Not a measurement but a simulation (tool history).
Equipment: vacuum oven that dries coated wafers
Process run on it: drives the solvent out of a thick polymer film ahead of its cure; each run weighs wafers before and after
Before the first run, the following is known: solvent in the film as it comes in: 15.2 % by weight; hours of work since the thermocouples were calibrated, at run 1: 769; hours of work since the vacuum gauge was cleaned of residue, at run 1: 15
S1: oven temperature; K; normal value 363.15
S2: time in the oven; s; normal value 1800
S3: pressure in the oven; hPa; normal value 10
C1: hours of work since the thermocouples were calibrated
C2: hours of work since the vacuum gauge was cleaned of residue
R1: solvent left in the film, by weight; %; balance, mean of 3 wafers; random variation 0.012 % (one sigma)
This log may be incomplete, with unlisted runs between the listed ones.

run 1 hour=0 | S1=363.15 S2=1800 S3=10 | C1=769 C2=15 | R1=1.62
run 2 hour=48.9 | S1=363.15 S2=1800 S3=10 | C1=800 C2=47 | R1=1.63
run 3 hour=94.8 | S1=363.15 S2=2700 S3=10 | C1=830 C2=76 | R1=0.74
run 4 hour=123.7 | S1=363.15 S2=1800 S3=10 | C1=849 C2=95 | R1=1.61
run 5 hour=185.7 | S1=363.15 S2=1800 S3=10 | C1=889 C2=135 | R1=1.64
run 6 hour=222.7 | S1=363.15 S2=1800 S3=10 | C1=913 C2=159 | R1=1.61
run 7 hour=263.6 | S1=363.15 S2=1800 S3=10 | C1=939 C2=186 | R1=1.6
run 8 hour=299.1 | S1=363.15 S2=1800 S3=10 | C1=963 C2=209 | R1=1.62
run 9 hour=353.2 | S1=363.15 S2=2100 S3=10 | C1=998 C2=244 | R1=1.21
run 10 hour=392.8 | S1=363.15 S2=2100 S3=10 | C1=1023 C2=270 | R1=1.23
-- hour=414.3 oven's thermocouples calibrated
run 11 hour=435.4 | S1=363.15 S2=1800 S3=6.6 | C1=14 C2=296 | R1=1.51
run 12 hour=466.1 | S1=363.15 S2=1800 S3=6.6 | C1=34 C2=316 | R1=1.54
run 13 hour=496.3 | S1=362.15 S2=1740 S3=10 | C1=53 C2=335 | R1=1.86
run 14 hour=526 | S1=368.15 S2=1380 S3=10 | C1=72 C2=355 | R1=1.75
run 15 hour=571.5 | S1=368.15 S2=1380 S3=10 | C1=102 C2=384 | R1=1.74
run 16 hour=626 | S1=368.15 S2=1380 S3=10 | C1=137 C2=419 | R1=1.72
run 17 hour=654.2 | S1=368.15 S2=2520 S3=20 | C1=155 C2=438 | R1=0.78
run 18 hour=690.9 | S1=368.15 S2=1020 S3=35.1 | C1=179 C2=462 | R1=3.36
run 19 hour=741.2 | S1=363.15 S2=1560 S3=10 | C1=212 C2=494 | R1=2.09
run 20 hour=782.2 | S1=363.15 S2=1560 S3=10 | C1=238 C2=521 | R1=2.08
run 21 hour=839.3 | S1=358.15 S2=2100 S3=33.2 | C1=275 C2=558 | R1=2.67
run 22 hour=876.5 | S1=358.15 S2=2100 S3=33.2 | C1=300 C2=582 | R1=2.66
run 23 hour=916.6 | S1=358.15 S2=2100 S3=33.2 | C1=326 C2=608 | R1=2.65

What differs in the tool's unlogged condition from the final listed run ahead of each entry between runs to the first listed run following it?
Runs 10 to 11: oven's thermocouples calibrated (hour 414.3)
  true wafer temperature over the reading, C: 0.06 -> -0.02
